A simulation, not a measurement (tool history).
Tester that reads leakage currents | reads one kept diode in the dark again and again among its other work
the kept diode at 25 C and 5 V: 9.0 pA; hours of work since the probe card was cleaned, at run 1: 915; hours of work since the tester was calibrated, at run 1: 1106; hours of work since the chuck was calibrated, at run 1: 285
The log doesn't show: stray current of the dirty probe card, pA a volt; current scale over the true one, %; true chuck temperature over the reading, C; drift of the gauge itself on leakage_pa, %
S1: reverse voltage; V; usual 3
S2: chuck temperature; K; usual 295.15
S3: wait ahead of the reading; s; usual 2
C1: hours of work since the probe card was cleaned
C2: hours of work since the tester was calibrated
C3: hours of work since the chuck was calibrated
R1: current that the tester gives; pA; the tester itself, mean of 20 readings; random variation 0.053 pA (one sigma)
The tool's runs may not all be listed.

run 1 hour=0 | S1=3 S2=295.15 S3=2 | C1=915 C2=1106 C3=285 | R1=11.4
run 2 hour=75.6 | S1=3 S2=305.15 S3=2 | C1=946 C2=1137 C3=316 | R1=19.84
run 3 hour=161.4 | S1=3 S2=305.15 S3=2 | C1=982 C2=1173 C3=352 | R1=19.93
run 4 hour=218 | S1=3 S2=295.15 S3=2 | C1=1006 C2=1197 C3=375 | R1=12.02
run 5 hour=279.8 | S1=3 S2=295.15 S3=2 | C1=1031 C2=1222 C3=401 | R1=12.07
run 6 hour=366.3 | S1=3 S2=321.15 S3=2 | C1=1067 C2=1258 C3=437 | R1=57.9
run 7 hour=413.8 | S1=3 S2=321.15 S3=2 | C1=1087 C2=1278 C3=457 | R1=57.99
run 8 hour=461.6 | S1=3 S2=295.15 S3=2 | C1=1107 C2=1298 C3=476 | R1=12.5
run 9 hour=542.7 | S1=3 S2=295.15 S3=2 | C1=1140 C2=1331 C3=510 | R1=12.8
run 10 hour=629.2 | S1=3 S2=295.15 S3=2 | C1=1176 C2=1367 C3=546 | R1=12.9
run 11 hour=730.7 | S1=3 S2=295.15 S3=3.43 | C1=1218 C2=1409 C3=588 | R1=13.01
run 12 hour=808.5 | S1=3 S2=295.15 S3=3.43 | C1=1251 C2=1442 C3=620 | R1=13.22
run 13 hour=874.8 | S1=3 S2=295.15 S3=2 | C1=1278 C2=1469 C3=648 | R1=13.54
run 14 hour=954.2 | S1=3 S2=295.15 S3=2 | C1=1311 C2=1502 C3=681 | R1=13.89
run 15 hour=1030.8 | S1=3 S2=295.15 S3=2 | C1=1343 C2=1534 C3=713 | R1=14.01
run 16 hour=1109.3 | S1=1.18 S2=295.15 S3=2 | C1=1375 C2=1566 C3=745 | R1=7.31
run 17 hour=1173.5 | S1=3 S2=318.15 S3=2 | C1=1402 C2=1593 C3=772 | R1=50.29
run 18 hour=1230 | S1=3 S2=318.15 S3=2 | C1=1425 C2=1616 C3=795 | R1=50.26
run 19 hour=1283.2 | S1=3.07 S2=295.15 S3=2 | C1=1448 C2=1639 C3=817 | R1=14.86
run 20 hour=1339.3 | S1=3 S2=295.15 S3=2 | C1=1471 C2=1662 C3=841 | R1=14.75
-- hour=1384.4 probe card cleaned and baked
run 21 hour=1445.5 | S1=2.36 S2=295.15 S3=2 | C1=25 C2=1705 C3=883 | R1=6.18
-- hour=1453.3 tester calibrated
run 22 hour=1539.8 | S1=12.65 S2=295.15 S3=2 | C1=64 C2=36 C3=922 | R1=15.26
run 23 hour=1640 | S1=3 S2=295.15 S3=4.22 | C1=105 C2=77 C3=963 | R1=7.12
run 24 hour=1712.8 | S1=1.36 S2=295.15 S3=1.08 | C1=135 C2=108 C3=993 | R1=5.24
run 25 hour=1775.5 | S1=1.36 S2=295.15 S3=1.08 | C1=161 C2=134 C3=1019 | R1=5.39
run 26 hour=1848.3 | S1=1.01 S2=295.15 S3=4.41 | C1=192 C2=164 C3=1050 | R1=4.4
run 27 hour=1915.2 | S1=8.1 S2=295.15 S3=0.49 | C1=219 C2=192 C3=1077 | R1=19.15
run 28 hour=1962.3 | S1=12.04 S2=295.15 S3=0.53 | C1=239 C2=211 C3=1097 | R1=25.36
run 29 hour=2036.5 | S1=3 S2=329.15 S3=2 | C1=270 C2=242 C3=1128 | R1=101.13
-- hour=2059.4 tester calibrated, once more
run 30 hour=2104.3 | S1=3 S2=329.15 S3=2 | C1=297 C2=19 C3=1155 | R1=101.95
run 31 hour=2205 | S1=3 S2=329.15 S3=2 | C1=339 C2=60 C3=1197 | R1=102.09
run 32 hour=2250.8 | S1=3 S2=329.15 S3=2 | C1=358 C2=79 C3=1216 | R1=103.41
run 33 hour=2319.7 | S1=4.79 S2=304.15 S3=1.57 | C1=386 C2=108 C3=1244 | R1=21.67
run 34 hour=2383 | S1=4.79 S2=304.15 S3=1.57 | C1=413 C2=134 C3=1271 | R1=22.08
run 35 hour=2484.9 | S1=4.79 S2=304.15 S3=1.57 | C1=455 C2=177 C3=1313 | R1=22.43
run 36 hour=2544.7 | S1=1.2 S2=295.15 S3=3.4 | C1=480 C2=201 C3=1338 | R1=5.63
run 37 hour=2632.9 | S1=1.2 S2=295.15 S3=3.4 | C1=516 C2=238 C3=1374 | R1=5.73
run 38 hour=2712.8 | S1=2.48 S2=295.15 S3=2 | C1=550 C2=271 C3=1408 | R1=9.04
run 39 hour=2799.7 | S1=4.77 S2=309.15 S3=2 | C1=586 C2=307 C3=1444 | R1=32.53
run 40 hour=2851.1 | S1=4.77 S2=309.15 S3=2 | C1=607 C2=328 C3=1465 | R1=32.85
run 41 hour=2942.7 | S1=8.42 S2=295.15 S3=1.33 | C1=645 C2=366 C3=1503 | R1=22.61

Forecast each of these 3 alternatives for the next run:
run A hour=3035 | S1=6.56 S2=299.15 S3=1.21 | C1=683 C2=405 C3=1541 | R1=?
run B hour=3035 | S1=18.26 S2=314.15 S3=4.43 | C1=683 C2=405 C3=1541 | R1=?
run C hour=3035 | S1=1.43 S2=295.15 S3=3.93 | C1=683 C2=405 C3=1541 | R1=?

run=A R1=23.42
run=B R1=93.63
run=C R1=6.77
Without the tool's hidden state the same runs would have given:
run=A R1=13.33
run=B R1=61.66
run=C R1=4.25
